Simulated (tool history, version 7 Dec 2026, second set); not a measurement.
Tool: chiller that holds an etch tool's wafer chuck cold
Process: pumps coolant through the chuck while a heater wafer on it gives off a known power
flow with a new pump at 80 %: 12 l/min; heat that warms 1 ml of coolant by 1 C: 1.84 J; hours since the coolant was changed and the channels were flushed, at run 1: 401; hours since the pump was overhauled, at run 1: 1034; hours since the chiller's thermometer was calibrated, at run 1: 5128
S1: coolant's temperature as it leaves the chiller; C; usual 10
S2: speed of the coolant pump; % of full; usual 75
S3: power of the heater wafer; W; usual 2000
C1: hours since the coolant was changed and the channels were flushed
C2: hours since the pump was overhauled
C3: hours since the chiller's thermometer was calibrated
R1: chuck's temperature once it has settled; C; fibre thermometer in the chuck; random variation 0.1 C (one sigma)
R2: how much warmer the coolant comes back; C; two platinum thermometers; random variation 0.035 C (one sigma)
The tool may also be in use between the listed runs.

Run 1, hour 0.0: usual settings; C1 401; C2 1034; C3 5128. Result: R1 24.2 C, R2 5.91 C.
Run 2, hour 27.4: usual settings but S1 17 C; C1 428; C2 1061; C3 5156. Result: R1 31.1 C, R2 5.90 C.
Run 3, hour 51.4: usual settings but S1 17 C; C1 452; C2 1085; C3 5180. Result: R1 31.1 C, R2 5.90 C.
Run 4, hour 93.5: usual settings but S1 17 C; C1 494; C2 1127; C3 5222. Result: R1 31.2 C, R2 5.93 C.
Run 5, hour 124.1: usual settings; C1 525; C2 1158; C3 5253. Result: R1 24.0 C, R2 5.94 C.
Run 6, hour 159.6: usual settings; C1 561; C2 1193; C3 5288. Result: R1 24.3 C, R2 5.93 C.
Run 7, hour 203.3: usual settings; C1 604; C2 1237; C3 5332. Result: R1 24.2 C, R2 5.98 C.
Run 8, hour 235.2: usual settings; C1 636; C2 1269; C3 5364. Result: R1 24.2 C, R2 5.96 C.
Run 9, hour 265.3: usual settings but S2 64 % of full; C1 666; C2 1299; C3 5394. Result: R1 26.3 C, R2 7.02 C.
Run 10, hour 310.5: usual settings but S2 64 % of full; C1 711; C2 1344; C3 5439. Result: R1 26.1 C, R2 7.00 C.
Run 11, hour 359.5: usual settings but S2 64 % of full; C1 760; C2 1393; C3 5488. Result: R1 26.6 C, R2 6.96 C.
Run 12, hour 401.2: usual settings but S3 2298 W; C1 802; C2 1435; C3 5530. Result: R1 26.5 C, R2 6.94 C.
Run 13, hour 446.7: usual settings but S3 2298 W; C1 848; C2 1480; C3 5575. Result: R1 26.3 C, R2 6.86 C.
Run 14, hour 479.8: usual settings but S3 2298 W; C1 881; C2 1514; C3 5608. Result: R1 26.2 C, R2 6.74 C.
Run 15, hour 529.7: usual settings but S3 2298 W; C1 931; C2 1563; C3 5658. Result: R1 26.6 C, R2 6.87 C.
Run 16, hour 557.2: usual settings; C1 958; C2 1591; C3 5686. Result: R1 24.1 C, R2 5.99 C.
Run 17, hour 596.7: usual settings but S1 1 C, S2 85 % of full, S3 1687 W; C1 998; C2 1630; C3 5725. Result: R1 11.5 C, R2 4.49 C.
Run 18, hour 646.1: usual settings but S1 11 C, S2 89 % of full, S3 1656 W; C1 1047; C2 1680; C3 5774. Result: R1 21.1 C, R2 4.12 C.
Run 19, hour 670.4: usual settings but S1 19 C, S2 89 % of full, S3 2123 W; C1 1071; C2 1704; C3 5799. Result: R1 31.9 C, R2 5.37 C.
Run 20, hour 704.4: usual settings but S1 6 C, S2 67 % of full, S3 2136 W; C1 1105; C2 1738; C3 5833. Result: R1 22.9 C, R2 7.17 C.
At hour 752.9: chiller's thermometer calibrated.
Run 21, hour 757.5: usual settings but S1 14 C, S2 63 % of full, S3 2888 W; C1 1157; C2 1790; C3 5. Result: R1 39.1 C, R2 10.31 C.
Run 22, hour 779.4: usual settings but S1 18 C, S2 85 % of full, S3 1472 W; C1 1179; C2 1812; C3 27. Result: R1 28.1 C, R2 3.90 C.
Run 23, hour 817.7: usual settings but S1 2 C; C1 1218; C2 1850; C3 65. Result: R1 17.0 C, R2 6.01 C.
Run 24, hour 846.8: usual settings but S3 1704 W; C1 1247; C2 1879; C3 94. Result: R1 22.8 C, R2 5.12 C.
Run 25, hour 882.6: usual settings but S2 69 % of full, S3 1384 W; C1 1283; C2 1915; C3 130. Result: R1 21.4 C, R2 4.56 C.
Run 26, hour 918.6: usual settings but S1 9 C, S2 63 % of full, S3 1754 W; C1 1319; C2 1951; C3 166. Result: R1 24.2 C, R2 6.31 C.
Run 27, hour 942.8: usual settings but S1 6 C; C1 1343; C2 1975; C3 190. Result: R1 21.2 C, R2 6.04 C.
Run 28, hour 989.4: usual settings but S1 6 C, S2 98 % of full, S3 1585 W; C1 1389; C2 2022; C3 237. Result: R1 15.4 C, R2 3.64 C.
Run 29, hour 1013.2: usual settings but S1 6 C, S2 98 % of full, S3 1585 W; C1 1413; C2 2046; C3 260. Result: R1 15.3 C, R2 3.65 C.
Run 30, hour 1041.9: usual settings but S1 7 C, S2 78 % of full, S3 1932 W; C1 1442; C2 2075; C3 289. Result: R1 21.1 C, R2 5.59 C.
Run 31, hour 1076.3: usual settings but S1 3 C, S2 92 % of full; C1 1476; C2 2109; C3 323. Result: R1 15.7 C, R2 4.90 C.

Forecast each of these 5 alternatives for the next run:
Run A, hour 1100.7: usual settings but S1 13 C; C1 1501; C2 2133; C3 348. Result: R1 ?, R2 ?.
Run B, hour 1100.7: usual settings but S1 4 C, S2 98 % of full, S3 1918 W; C1 1501; C2 2133; C3 348. Result: R1 ?, R2 ?.
Run C, hour 1100.7: usual settings but S1 3 C, S2 71 % of full; C1 1501; C2 2133; C3 348. Result: R1 ?, R2 ?.
Run D, hour 1100.7: usual settings but S1 7 C, S2 70 % of full, S3 2042 W; C1 1501; C2 2133; C3 348. Result: R1 ?, R2 ?.
Run E, hour 1100.7: usual settings but S3 1899 W; C1 1501; C2 2133; C3 348. Result: R1 ?, R2 ?.

run    R1    R2
  A  28.0  6.10
  B  15.4  4.40
  C  18.9  6.41
  D  23.3  6.64
  E  24.4  5.79
Without the tool's hidden state the same runs would have given:
run    R1    R2
  A  27.3  5.89
  B  14.9  4.24
  C  18.1  6.18
  D  22.5  6.40
  E  23.7  5.58
